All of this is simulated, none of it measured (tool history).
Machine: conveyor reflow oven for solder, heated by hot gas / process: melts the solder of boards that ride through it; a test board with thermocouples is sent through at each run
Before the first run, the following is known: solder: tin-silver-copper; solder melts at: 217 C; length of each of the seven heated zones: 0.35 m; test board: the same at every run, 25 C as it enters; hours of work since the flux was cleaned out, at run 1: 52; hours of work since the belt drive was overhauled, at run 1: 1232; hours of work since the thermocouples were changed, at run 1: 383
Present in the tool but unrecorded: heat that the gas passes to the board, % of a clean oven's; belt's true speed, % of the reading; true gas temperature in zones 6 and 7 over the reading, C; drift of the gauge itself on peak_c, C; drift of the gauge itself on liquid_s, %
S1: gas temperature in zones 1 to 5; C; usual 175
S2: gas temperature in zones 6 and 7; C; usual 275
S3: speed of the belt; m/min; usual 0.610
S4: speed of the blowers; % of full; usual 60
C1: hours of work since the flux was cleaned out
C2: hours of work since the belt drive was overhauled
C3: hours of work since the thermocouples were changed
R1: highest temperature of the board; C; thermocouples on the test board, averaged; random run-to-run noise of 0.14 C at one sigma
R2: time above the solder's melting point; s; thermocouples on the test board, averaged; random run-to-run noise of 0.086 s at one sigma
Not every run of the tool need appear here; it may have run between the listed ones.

run,hour,S1,S2,S3,S4,C1,C2,C3,R1,R2
1,0.0,175,275,0.610,60,52,1232,383,256.2,53.57
# hour 44.2: belt drive overhauled, speed set with a stopwatch
2,87.0,175,275,0.610,60,100,24,431,255.8,53.32
3,140.7,168,275,0.610,60,131,55,462,254.4,50.16
4,188.1,175,275,0.610,60,158,82,489,255.7,53.35
5,235.8,175,275,0.610,60,185,110,516,255.9,53.30
# hour 250.2: flux residue cleaned out of gas plates and filters
6,320.2,175,275,0.610,60,40,155,562,255.8,53.47
7,370.4,175,275,0.610,60,69,184,590,255.7,53.46
8,435.9,175,275,0.525,60,106,221,628,260.5,66.29
9,522.8,175,275,0.610,60,156,271,677,255.8,53.35
# hour 586.9: flux residue cleaned out of gas plates and filters
10,612.4,175,275,0.610,60,15,319,726,255.8,53.22
11,665.4,175,275,0.610,60,45,350,756,255.8,53.40
12,724.5,175,275,0.610,60,79,383,790,255.8,53.45
13,804.1,173,275,0.610,60,124,429,836,255.5,52.51
14,853.8,173,275,0.610,60,153,457,864,255.5,52.44
# hour 923.4: flux residue cleaned out of gas plates and filters
15,940.7,175,275,0.545,60,10,504,911,259.6,62.91
16,988.6,162,270,0.545,60,37,532,938,252.9,54.64
17,1044.5,162,270,0.568,71,69,564,970,254.3,53.46
18,1114.1,175,288,0.567,60,109,604,1010,269.8,65.45
# hour 1157.7: thermocouples of zones 6 and 7 changed
19,1166.4,174,265,0.592,60,138,632,5,248.2,49.86
20,1241.4,175,275,0.568,88,181,675,48,263.8,62.91
# hour 1264.2: flux residue cleaned out of gas plates and filters
21,1321.8,175,275,0.568,88,33,718,91,263.8,63.04
22,1360.3,175,275,0.568,88,55,740,113,263.5,63.11
23,1414.7,175,284,0.568,88,86,772,144,271.7,66.60
24,1480.7,175,284,0.568,88,124,809,182,271.8,66.54
25,1555.3,175,275,0.634,60,167,852,225,254.3,50.47
# hour 1600.9: flux residue cleaned out of gas plates and filters
26,1625.2,175,286,0.610,60,14,889,262,265.4,58.56
27,1688.3,175,286,0.610,60,50,925,298,265.3,58.57
28,1743.8,167,264,0.522,53,82,957,330,248.5,54.77
29,1783.1,167,264,0.617,79,104,979,352,248.7,46.82
30,1852.5,182,264,0.567,79,144,1019,392,252.9,59.94

Here are 4 independent what-if runs from the current tool condition. What would each one return?
A,1903.1,185,274,0.610,56,173,1048,421,?,?
B,1903.1,168,275,0.538,87,173,1048,421,?,?
C,1903.1,182,264,0.621,80,173,1048,421,?,?
D,1903.1,164,275,0.615,82,173,1048,421,?,?

run,R1,R2
A,255.9,56.70
B,263.7,64.72
C,251.3,53.00
D,258.7,52.33
The same runs, with their run-to-run variation unchanged, on a tool lacking any hidden condition would have given:
run,R1,R2
A,256.0,56.68
B,263.8,64.70
C,251.4,53.00
D,258.8,52.33
